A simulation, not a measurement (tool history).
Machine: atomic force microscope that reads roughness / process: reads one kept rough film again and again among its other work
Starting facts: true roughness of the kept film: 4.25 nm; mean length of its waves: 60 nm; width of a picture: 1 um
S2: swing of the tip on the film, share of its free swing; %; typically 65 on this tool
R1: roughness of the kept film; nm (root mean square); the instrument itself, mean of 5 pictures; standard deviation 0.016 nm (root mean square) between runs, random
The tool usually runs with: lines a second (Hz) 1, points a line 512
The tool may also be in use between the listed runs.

Run 1, hour 0: usual settings. Result: R1 3.996 nm (root mean square).
Run 2, hour 9.2: usual settings. Result: R1 4.014 nm (root mean square).
Run 3, hour 17: usual settings. Result: R1 3.987 nm (root mean square).
Run 4, hour 26.1: usual settings. Result: R1 3.969 nm (root mean square).
Run 5, hour 34.1: usual settings. Result: R1 4.003 nm (root mean square).
Run 6, hour 39.6: usual settings. Result: R1 3.997 nm (root mean square).
Run 7, hour 45.5: usual settings. Result: R1 3.979 nm (root mean square).
Run 8, hour 49.9: usual settings. Result: R1 3.955 nm (root mean square).
Run 9, hour 58.2: usual settings. Result: R1 3.981 nm (root mean square).
Run 10, hour 64.5: usual settings. Result: R1 3.993 nm (root mean square).
Run 11, hour 71.9: usual settings. Result: R1 4.017 nm (root mean square).
Run 12, hour 77.9: usual settings. Result: R1 3.988 nm (root mean square).
Run 13, hour 86.1: usual settings but S2 88 %, points a line 386. Result: R1 3.748 nm (root mean square).
Run 14, hour 93.1: usual settings but lines a second (Hz) 3.2, S2 79 %, points a line 274. Result: R1 3.439 nm (root mean square).
Run 15, hour 101.1: usual settings but lines a second (Hz) 2.33, S2 59 %, points a line 996. Result: R1 3.94 nm (root mean square).
Run 16, hour 108: usual settings but S2 60 %. Result: R1 4.031 nm (root mean square).
Run 17, hour 111.7: usual settings but S2 60 %. Result: R1 4.033 nm (root mean square).
Run 18, hour 120.3: usual settings but S2 58 %. Result: R1 4.006 nm (root mean square).
Run 19, hour 127.4: usual settings but lines a second (Hz) 3.44, S2 58 %, points a line 457. Result: R1 3.838 nm (root mean square).
Run 20, hour 134.1: usual settings but lines a second (Hz) 3.44, S2 58 %, points a line 457. Result: R1 3.907 nm (root mean square).
Run 21, hour 142.7: usual settings but lines a second (Hz) 0.93, S2 89 %, points a line 285. Result: R1 3.765 nm (root mean square).
Run 22, hour 147.4: usual settings but lines a second (Hz) 0.93, S2 89 %, points a line 285. Result: R1 3.737 nm (root mean square).
Run 23, hour 152.6: usual settings but lines a second (Hz) 0.93, S2 89 %, points a line 285. Result: R1 3.75 nm (root mean square).

Not shown here: 2 entries made in the log between runs. Locate each between two listed runs and compare the hidden state at the listed run before it with the hidden state at the listed run after it:
Runs 8 to 9: new tip fitted (hour 57.8)
  radius of the tip, nm: 7.8 -> 7
Runs 19 to 20: new tip fitted (hour 132)
  radius of the tip, nm: 7.8 -> 7

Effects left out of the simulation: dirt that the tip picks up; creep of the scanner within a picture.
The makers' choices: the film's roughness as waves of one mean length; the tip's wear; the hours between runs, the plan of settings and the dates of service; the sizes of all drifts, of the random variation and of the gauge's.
